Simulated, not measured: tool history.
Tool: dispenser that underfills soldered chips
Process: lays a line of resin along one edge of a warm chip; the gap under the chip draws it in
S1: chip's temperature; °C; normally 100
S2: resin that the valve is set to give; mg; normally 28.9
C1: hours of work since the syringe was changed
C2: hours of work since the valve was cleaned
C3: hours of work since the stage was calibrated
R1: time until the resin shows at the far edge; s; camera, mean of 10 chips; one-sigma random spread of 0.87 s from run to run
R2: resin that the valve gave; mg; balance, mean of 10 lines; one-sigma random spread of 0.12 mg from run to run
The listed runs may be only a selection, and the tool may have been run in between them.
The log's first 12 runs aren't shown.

{"hour": 91.5, "done": "new syringe of resin"}
{"run": 13, "hour": 95.7, "S1": 100, "S2": 26.3, "C1": 3, "C2": 49, "C3": 286, "R1": 106.4, "R2": 25.49}
{"hour": 105.5, "done": "new syringe of resin"}
{"run": 14, "hour": 106.0, "S1": 101, "S2": 26.3, "C1": 0, "C2": 57, "C3": 293, "R1": 86, "R2": 25.46}
{"run": 15, "hour": 111.4, "S1": 101, "S2": 26.3, "C1": 5, "C2": 61, "C3": 298, "R1": 110.5, "R2": 25.35}
{"run": 16, "hour": 116.8, "S1": 105, "S2": 28.9, "C1": 9, "C2": 65, "C3": 302, "R1": 123.4, "R2": 28}
{"hour": 119.2, "done": "new syringe of resin"}
{"run": 17, "hour": 127.0, "S1": 105, "S2": 28.9, "C1": 6, "C2": 73, "C3": 310, "R1": 109.4, "R2": 27.75}
{"hour": 133.4, "done": "new syringe of resin"}
{"run": 18, "hour": 135.8, "S1": 105, "S2": 28.9, "C1": 2, "C2": 80, "C3": 316, "R1": 81.8, "R2": 27.51}
{"run": 19, "hour": 140.3, "S1": 92, "S2": 26.1, "C1": 5, "C2": 83, "C3": 320, "R1": 150.3, "R2": 24.77}
{"run": 20, "hour": 145.0, "S1": 109, "S2": 25.8, "C1": 9, "C2": 87, "C3": 323, "R1": 117.7, "R2": 24.47}
{"hour": 147.0, "done": "new syringe of resin"}
{"run": 21, "hour": 150.4, "S1": 101, "S2": 29.2, "C1": 3, "C2": 91, "C3": 327, "R1": 97.9, "R2": 27.77}
{"run": 22, "hour": 159.5, "S1": 101, "S2": 29.2, "C1": 10, "C2": 98, "C3": 334, "R1": 148.4, "R2": 27.68}
{"hour": 160.9, "done": "new syringe of resin"}
{"run": 23, "hour": 165.3, "S1": 93, "S2": 28.9, "C1": 3, "C2": 102, "C3": 339, "R1": 133.3, "R2": 27.28}
{"run": 24, "hour": 172.6, "S1": 93, "S2": 28.9, "C1": 9, "C2": 108, "C3": 344, "R1": 189.4, "R2": 27.27}
{"hour": 174.4, "done": "new syringe of resin"}
{"run": 25, "hour": 182.5, "S1": 101, "S2": 29.4, "C1": 6, "C2": 115, "C3": 352, "R1": 122.2, "R2": 27.61}
{"hour": 188.0, "done": "new syringe of resin"}
{"run": 26, "hour": 188.0, "S1": 101, "S2": 29.4, "C1": 0, "C2": 119, "C3": 356, "R1": 83.9, "R2": 27.5}
{"run": 27, "hour": 193.5, "S1": 103, "S2": 37.1, "C1": 4, "C2": 124, "C3": 360, "R1": 101, "R2": 34.53}
{"run": 28, "hour": 199.7, "S1": 103, "S2": 32.1, "C1": 9, "C2": 128, "C3": 365, "R1": 133.9, "R2": 29.83}
{"hour": 201.7, "done": "new syringe of resin"}
{"run": 29, "hour": 205.5, "S1": 101, "S2": 33.7, "C1": 3, "C2": 133, "C3": 369, "R1": 101.5, "R2": 31.5}
{"run": 30, "hour": 211.5, "S1": 100, "S2": 26.6, "C1": 8, "C2": 137, "C3": 374, "R1": 140.9, "R2": 24.74}
{"hour": 215.3, "done": "new syringe of resin"}
{"run": 31, "hour": 216.6, "S1": 95, "S2": 26.2, "C1": 1, "C2": 141, "C3": 378, "R1": 109, "R2": 24.28}
{"hour": 222.4, "done": "dispensing valve cleaned and set on the balance"}
{"run": 32, "hour": 225.9, "S1": 97, "S2": 35.5, "C1": 7, "C2": 3, "C3": 384, "R1": 147.3, "R2": 35.52}

Estimate the outcome of run 33 from the log above:
{"hour": 229.8, "done": "new syringe of resin"}
{"run": 33, "hour": 234.4, "S1": 97, "S2": 35.5, "C1": 4, "C2": 9, "C3": 390, "R1": "?", "R2": "?"}

{"run 33": {"R1": 113.2, "R2": 35.39}}
If the tool had no hidden condition, the same run with the same run-to-run variation would have returned R1 87.3 s, R2 35.65 mg.
